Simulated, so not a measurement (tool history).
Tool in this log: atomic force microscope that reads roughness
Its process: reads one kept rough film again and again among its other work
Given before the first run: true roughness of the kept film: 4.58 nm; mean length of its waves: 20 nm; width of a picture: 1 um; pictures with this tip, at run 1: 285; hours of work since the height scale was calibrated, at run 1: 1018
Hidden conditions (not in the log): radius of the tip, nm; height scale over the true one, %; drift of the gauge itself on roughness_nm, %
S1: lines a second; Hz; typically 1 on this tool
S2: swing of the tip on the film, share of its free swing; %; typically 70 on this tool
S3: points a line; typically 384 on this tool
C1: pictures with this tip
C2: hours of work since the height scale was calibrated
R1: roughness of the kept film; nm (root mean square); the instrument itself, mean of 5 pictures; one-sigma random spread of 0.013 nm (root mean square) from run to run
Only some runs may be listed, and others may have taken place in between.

run	hour	S1	S2	S3	C1	C2	R1
1	0	1	70	384	285	1018	1.592
# hour 27.6: new tip fitted
2	76.1	1	70	384	83	1061	2.399
3	118.3	1	89	384	155	1085	1.928
4	175.6	1	89	384	253	1118	1.633
# hour 218.8: new tip fitted
5	243.6	1	89	384	43	1156	2.463
6	287.3	1	89	384	117	1181	2.066
7	360.1	1	89	384	242	1223	1.623
# hour 371.9: height scale calibrated on a step standard
# hour 408.8: new tip fitted
8	428.5	1	89	384	33	32	2.523
9	489.7	1	70	384	138	67	2.082
10	562.4	1	70	384	263	109	1.66
# hour 601.7: new tip fitted
11	607.1	1	70	384	9	134	2.801
12	639.1	1	70	384	64	152	2.441
13	703.6	1	70	384	174	189	1.957
14	755.2	1	70	384	263	218	1.704
# hour 793: new tip fitted
15	819	1	70	384	44	255	2.636
16	884.9	1	70	384	157	292	2.062
17	944.5	1	70	384	259	326	1.674
# hour 985.8: new tip fitted
18	993.2	1	59	384	12	354	2.864
19	1030.4	1	59	384	76	375	2.422
20	1080.1	1	59	384	161	403	2.023
21	1126.4	1	59	384	240	430	1.748
# hour 1178.1: new tip fitted
22	1179.9	1	70	384	3	460	2.962
23	1211.9	1	70	384	58	478	2.593
24	1245	1	70	384	115	497	2.28
25	1300.9	1	70	384	210	529	1.895
26	1357	1	70	280	306	561	1.598
# hour 1373.1: new tip fitted
27	1399	3.65	63	410	44	585	2.486
28	1448.1	0.89	63	410	128	613	2.17
29	1519.8	1	70	350	251	654	1.699
30	1552.2	1	70	350	306	673	1.564
# hour 1562.8: new tip fitted
31	1585.6	1	70	427	39	691	2.71
32	1651.4	1	56	891	151	729	2.133
33	1693.2	1	56	891	223	753	1.849
34	1748.5	0.51	58	418	318	785	1.611
# hour 1755.6: new tip fitted
35	1805.8	1.59	85	703	86	817	2.211
36	1848.1	1.33	85	799	158	841	1.948
37	1910	0.71	56	547	264	876	1.767
# hour 1945.5: new tip fitted
38	1965.9	0.82	70	428	35	908	2.727
39	2026.1	1.05	77	320	138	943	2.052
40	2090.2	3.67	64	641	248	979	1.65
# hour 2136.9: new tip fitted
41	2141.9	2.57	60	274	8	1008	2.772
42	2193.6	0.91	56	271	97	1038	2.325
43	2259.1	2.65	70	296	209	1075	1.718
44	2297	0.83	55	384	274	1097	1.714
# hour 2332.1: new tip fitted
45	2374.7	1.65	59	997	73	1141	2.501
46	2412.2	1	60	298	137	1163	2.149
47	2467.1	1	64	658	231	1194	1.885
48	2504	1	64	658	294	1215	1.702
# hour 2523.5: new tip fitted
# hour 2531.3: height scale calibrated on a step standard
49	2543	1	64	658	31	7	2.739
50	2592.3	2.78	63	384	116	35	2.094
51	2632.4	3.68	63	343	184	58	1.79

Here are 3 independent what-if runs from the current tool condition. What would each one return?
A	2670.2	2.91	82	721	249	79	?
B	2670.2	1	70	384	249	79	?
C	2670.2	1	70	571	249	79	?

run	R1
A	1.445
B	1.674
C	1.692
With the hidden condition removed and each run's random variation left untouched, the same runs would have given:
run	R1
A	2.556
B	2.964
C	2.998
